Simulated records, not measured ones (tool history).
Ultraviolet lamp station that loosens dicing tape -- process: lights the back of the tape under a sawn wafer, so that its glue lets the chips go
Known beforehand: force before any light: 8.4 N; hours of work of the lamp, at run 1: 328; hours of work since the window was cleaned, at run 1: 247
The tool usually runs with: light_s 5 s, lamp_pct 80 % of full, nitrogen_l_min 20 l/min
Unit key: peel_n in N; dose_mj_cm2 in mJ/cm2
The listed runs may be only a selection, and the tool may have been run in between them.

| run | hour | light_s | lamp_pct | nitrogen_l_min | hours of work of the lamp | hours of work since the window was cleaned | peel_n | dose_mj_cm2 |
|---|---|---|---|---|---|---|---|---|
| 1 | 0.0 | 5 | 80 | 20 | 328 | 247 | 1.505 | 223 |
| 2 | 75.0 | 5 | 80 | 39 | 377 | 296 | 1.275 | 212 |
|  | 94.3 | window cleaned of glue's vapour |
| 3 | 136.1 | 5 | 80 | 39 | 417 | 27 | 0.974 | 241 |
| 4 | 194.1 | 5 | 80 | 39 | 455 | 65 | 1.071 | 230 |
| 5 | 261.1 | 5 | 80 | 39 | 499 | 109 | 1.163 | 220 |
| 6 | 300.1 | 5 | 80 | 20 | 524 | 135 | 1.516 | 217 |
| 7 | 379.3 | 5 | 80 | 38 | 576 | 187 | 1.372 | 204 |
| 8 | 467.5 | 5 | 80 | 8 | 634 | 244 | 2.536 | 191 |
| 9 | 544.0 | 5 | 80 | 8 | 684 | 294 | 2.812 | 178 |
|  | 558.8 | window cleaned of glue's vapour |
| 10 | 630.2 | 5 | 80 | 8 | 740 | 47 | 2.403 | 200 |
| 11 | 700.3 | 5 | 80 | 8 | 786 | 93 | 2.437 | 194 |
| 12 | 780.0 | 5 | 80 | 8 | 838 | 145 | 2.825 | 182 |
| 13 | 849.5 | 5 | 76 | 28 | 884 | 190 | 2.191 | 162 |
| 14 | 909.8 | 5 | 76 | 28 | 923 | 230 | 2.209 | 155 |
| 15 | 965.7 | 3 | 80 | 26 | 960 | 266 | 3.702 | 96 |
|  | 1024.9 | window cleaned of glue's vapour |
| 16 | 1043.6 | 6 | 78 | 9 | 1010 | 12 | 2.239 | 208 |
| 17 | 1135.6 | 5 | 99 | 20 | 1070 | 72 | 1.673 | 201 |
| 18 | 1181.5 | 5 | 85 | 20 | 1100 | 102 | 2.175 | 164 |
| 19 | 1256.0 | 7 | 77 | 30 | 1149 | 151 | 1.520 | 200 |
|  | 1281.3 | lamp changed |
| 20 | 1302.0 | 7 | 77 | 30 | 14 | 181 | 0.468 | 348 |
| 21 | 1386.5 | 5 | 95 | 13 | 69 | 236 | 1.065 | 292 |
| 22 | 1475.3 | 9 | 97 | 20 | 127 | 294 | 0.197 | 505 |
|  | 1497.1 | window cleaned of glue's vapour |
| 23 | 1529.2 | 9 | 97 | 20 | 162 | 21 | 0.123 | 586 |
| 24 | 1576.5 | 5 | 74 | 31 | 193 | 52 | 1.083 | 239 |

Each row is a separate what-if for the run after 24, all from the same tool condition, not one after another. Results?
| A | 1641.8 | 5 | 97 | 15 | 236 | 95 | ? | ? |
| B | 1641.8 | 6 | 81 | 32 | 236 | 95 | ? | ? |
| C | 1641.8 | 5 | 76 | 6 | 236 | 95 | ? | ? |
| D | 1641.8 | 3 | 63 | 14 | 236 | 95 | ? | ? |
| E | 1641.8 | 8 | 73 | 7 | 236 | 95 | ? | ? |

| run | peel_n | dose_mj_cm2 |
|---|---|---|
| A | 0.947 | 304 |
| B | 0.631 | 303 |
| C | 2.143 | 240 |
| D | 3.572 | 119 |
| E | 0.967 | 366 |
Without the tool's unlogged condition, the same runs would have read:
| run | peel_n | dose_mj_cm2 |
|---|---|---|
| A | 0.668 | 355 |
| B | 0.423 | 353 |
| C | 1.718 | 280 |
| D | 3.102 | 139 |
| E | 0.687 | 427 |
